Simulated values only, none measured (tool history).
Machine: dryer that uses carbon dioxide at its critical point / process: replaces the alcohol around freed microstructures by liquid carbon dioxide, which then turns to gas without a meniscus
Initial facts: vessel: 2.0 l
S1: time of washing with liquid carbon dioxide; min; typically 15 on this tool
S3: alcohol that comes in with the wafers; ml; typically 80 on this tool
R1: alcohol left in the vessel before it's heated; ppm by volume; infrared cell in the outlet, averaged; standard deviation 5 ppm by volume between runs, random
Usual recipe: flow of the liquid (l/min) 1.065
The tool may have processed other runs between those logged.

{"run": 1, "day": 0.0, "S1": 15, "flow of the liquid (l/min)": 1.065, "S3": 80, "R1": 231}
{"run": 2, "day": 0.75, "S1": 9, "flow of the liquid (l/min)": 1.065, "S3": 80, "R1": 558}
{"run": 3, "day": 1.738, "S1": 15, "flow of the liquid (l/min)": 1.065, "S3": 80, "R1": 229}
{"run": 4, "day": 2.612, "S1": 15, "flow of the liquid (l/min)": 1.065, "S3": 80, "R1": 241}
{"run": 5, "day": 4.021, "S1": 15, "flow of the liquid (l/min)": 1.065, "S3": 80, "R1": 251}
{"run": 6, "day": 4.708, "S1": 15, "flow of the liquid (l/min)": 1.065, "S3": 80, "R1": 254}
{"run": 7, "day": 5.588, "S1": 15, "flow of the liquid (l/min)": 1.065, "S3": 80, "R1": 256}
{"run": 8, "day": 6.975, "S1": 15, "flow of the liquid (l/min)": 1.065, "S3": 56, "R1": 265}
{"run": 9, "day": 8.208, "S1": 15, "flow of the liquid (l/min)": 1.065, "S3": 113, "R1": 259}
{"run": 10, "day": 9.6, "S1": 15, "flow of the liquid (l/min)": 1.065, "S3": 113, "R1": 288}
{"run": 11, "day": 10.533, "S1": 15, "flow of the liquid (l/min)": 1.065, "S3": 80, "R1": 29}
{"run": 12, "day": 11.488, "S1": 15, "flow of the liquid (l/min)": 1.065, "S3": 80, "R1": 36}
{"run": 13, "day": 12.133, "S1": 15, "flow of the liquid (l/min)": 1.065, "S3": 80, "R1": 27}
{"run": 14, "day": 13.225, "S1": 15, "flow of the liquid (l/min)": 1.065, "S3": 80, "R1": 26}
{"run": 15, "day": 14.746, "S1": 15, "flow of the liquid (l/min)": 1.065, "S3": 80, "R1": 53}
{"run": 16, "day": 15.967, "S1": 15, "flow of the liquid (l/min)": 1.065, "S3": 80, "R1": 55}
{"run": 17, "day": 17.05, "S1": 15, "flow of the liquid (l/min)": 1.065, "S3": 80, "R1": 59}
{"run": 18, "day": 17.833, "S1": 15, "flow of the liquid (l/min)": 1.065, "S3": 80, "R1": 70}
{"run": 19, "day": 19.288, "S1": 15, "flow of the liquid (l/min)": 1.065, "S3": 80, "R1": 77}
{"run": 20, "day": 20.179, "S1": 15, "flow of the liquid (l/min)": 1.065, "S3": 80, "R1": 78}
{"run": 21, "day": 21.567, "S1": 15, "flow of the liquid (l/min)": 1.065, "S3": 105, "R1": 92}
{"run": 22, "day": 22.542, "S1": 15, "flow of the liquid (l/min)": 1.73, "S3": 105, "R1": 52}
{"run": 23, "day": 23.967, "S1": 15, "flow of the liquid (l/min)": 1.73, "S3": 105, "R1": 66}
{"run": 24, "day": 25.467, "S1": 15, "flow of the liquid (l/min)": 1.73, "S3": 105, "R1": 78}
{"run": 25, "day": 26.396, "S1": 22, "flow of the liquid (l/min)": 1.62, "S3": 30, "R1": 82}
{"run": 26, "day": 27.496, "S1": 12, "flow of the liquid (l/min)": 1.56, "S3": 30, "R1": 83}
{"run": 27, "day": 28.346, "S1": 10, "flow of the liquid (l/min)": 1.14, "S3": 46, "R1": 211}
{"run": 28, "day": 29.246, "S1": 15, "flow of the liquid (l/min)": 1.22, "S3": 32, "R1": 86}
{"run": 29, "day": 30.788, "S1": 15, "flow of the liquid (l/min)": 1.22, "S3": 32, "R1": 104}
{"run": 30, "day": 31.946, "S1": 15, "flow of the liquid (l/min)": 1.065, "S3": 48, "R1": 125}
{"run": 31, "day": 32.671, "S1": 15, "flow of the liquid (l/min)": 1.18, "S3": 34, "R1": 111}
{"run": 32, "day": 33.838, "S1": 15, "flow of the liquid (l/min)": 1.18, "S3": 34, "R1": 125}
{"run": 33, "day": 34.808, "S1": 23, "flow of the liquid (l/min)": 1.19, "S3": 35, "R1": 124}
{"run": 34, "day": 35.621, "S1": 14, "flow of the liquid (l/min)": 1.61, "S3": 76, "R1": 121}
{"run": 35, "day": 36.996, "S1": 14, "flow of the liquid (l/min)": 1.61, "S3": 76, "R1": 134}
{"run": 36, "day": 38.212, "S1": 15, "flow of the liquid (l/min)": 1.065, "S3": 98, "R1": 194}
{"run": 37, "day": 39.7, "S1": 12, "flow of the liquid (l/min)": 0.85, "S3": 111, "R1": 850}
{"run": 38, "day": 40.754, "S1": 12, "flow of the liquid (l/min)": 0.85, "S3": 111, "R1": 899}
{"run": 39, "day": 41.792, "S1": 12, "flow of the liquid (l/min)": 0.85, "S3": 111, "R1": 893}
{"run": 40, "day": 42.45, "S1": 12, "flow of the liquid (l/min)": 0.85, "S3": 111, "R1": 899}
{"run": 41, "day": 43.538, "S1": 24, "flow of the liquid (l/min)": 0.68, "S3": 36, "R1": 187}
{"run": 42, "day": 45.0, "S1": 24, "flow of the liquid (l/min)": 0.68, "S3": 36, "R1": 192}
{"run": 43, "day": 46.408, "S1": 13, "flow of the liquid (l/min)": 1.14, "S3": 30, "R1": 208}

Not shown here: 1 entry made in the log between runs. Locate each between two listed runs and compare the hidden state at the listed run before it with the hidden state at the listed run after it:
Between runs 10 and 11: purifier's bed changed (day 10.288)
  flow that reaches the vessel past the clogged filter, %: 96.8 -> 96.6; alcohol in the recycled carbon dioxide, ppm: 257.9 -> 6.4
  difference, measured minus the result without the unlogged condition, R1: +258 -> +6 ppm by volume
